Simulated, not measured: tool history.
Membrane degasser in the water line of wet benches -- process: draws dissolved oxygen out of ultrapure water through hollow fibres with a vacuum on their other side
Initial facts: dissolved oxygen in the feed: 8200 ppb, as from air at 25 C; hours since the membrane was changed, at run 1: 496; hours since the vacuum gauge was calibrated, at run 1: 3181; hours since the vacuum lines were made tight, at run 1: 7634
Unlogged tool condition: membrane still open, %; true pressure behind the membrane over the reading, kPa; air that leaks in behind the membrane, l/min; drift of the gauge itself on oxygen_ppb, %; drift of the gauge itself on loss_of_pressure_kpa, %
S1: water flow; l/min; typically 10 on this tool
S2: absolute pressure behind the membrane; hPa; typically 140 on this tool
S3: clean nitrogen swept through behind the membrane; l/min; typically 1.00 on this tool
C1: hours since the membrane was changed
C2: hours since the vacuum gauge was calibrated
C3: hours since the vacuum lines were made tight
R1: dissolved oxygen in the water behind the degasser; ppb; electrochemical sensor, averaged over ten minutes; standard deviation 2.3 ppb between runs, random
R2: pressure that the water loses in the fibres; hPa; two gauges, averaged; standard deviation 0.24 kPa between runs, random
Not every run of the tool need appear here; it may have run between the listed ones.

run	hour	S1	S2	S3	C1	C2	C3	R1	R2
1	0.0	10	140	1.00	496	3181	7634	295.6	630.7
2	31.9	10	140	1.00	528	3213	7666	296.9	632.5
3	65.0	10	140	1.00	562	3246	7699	295.7	630.4
4	97.9	10	140	1.00	594	3279	7732	295.0	630.5
5	126.0	15	140	1.00	622	3307	7760	504.5	948.1
6	146.1	15	140	1.70	643	3327	7780	363.1	945.6
7	170.6	10	328	1.00	667	3351	7805	695.9	634.6
8	194.2	10	328	1.14	691	3375	7828	618.6	630.3
9	221.6	10	328	1.14	718	3402	7856	624.6	633.2
10	243.7	8	118	1.14	740	3424	7878	165.5	508.8
11	281.0	10	137	0.53	777	3462	7915	471.7	636.1
12	316.1	10	137	0.53	813	3497	7950	470.8	637.1
13	357.4	11	159	0.53	854	3538	7991	620.2	696.1
14	390.5	11	125	0.99	887	3571	8025	300.5	702.5
15	413.7	11	125	0.99	910	3594	8048	296.7	700.7
16	442.8	11	116	1.05	939	3623	8077	265.0	704.5
17	466.5	15	84	0.53	963	3647	8100	445.2	952.0
# hour 506.2: vacuum gauge calibrated
18	511.3	10	235	1.71	1007	5	8145	329.8	638.2

What if the next run were any one of these 5? Each begins from the tool's condition after run 18:
A	552.1	12	140	0.44	1048	46	8186	?	?
B	552.1	9	231	2.14	1048	46	8186	?	?
C	552.1	10	235	0.43	1048	46	8186	?	?
D	552.1	11	235	1.12	1048	46	8186	?	?
E	552.1	10	235	0.75	1048	46	8186	?	?

run	R1	R2
A	662.5	767.7
B	232.5	573.0
C	968.6	639.1
D	509.9	703.3
E	628.0	636.8
Had the tool no hidden state, the same runs would have come out as:
run	R1	R2
A	662.4	759.5
B	232.4	566.9
C	968.3	632.3
D	509.7	695.7
E	627.7	629.9

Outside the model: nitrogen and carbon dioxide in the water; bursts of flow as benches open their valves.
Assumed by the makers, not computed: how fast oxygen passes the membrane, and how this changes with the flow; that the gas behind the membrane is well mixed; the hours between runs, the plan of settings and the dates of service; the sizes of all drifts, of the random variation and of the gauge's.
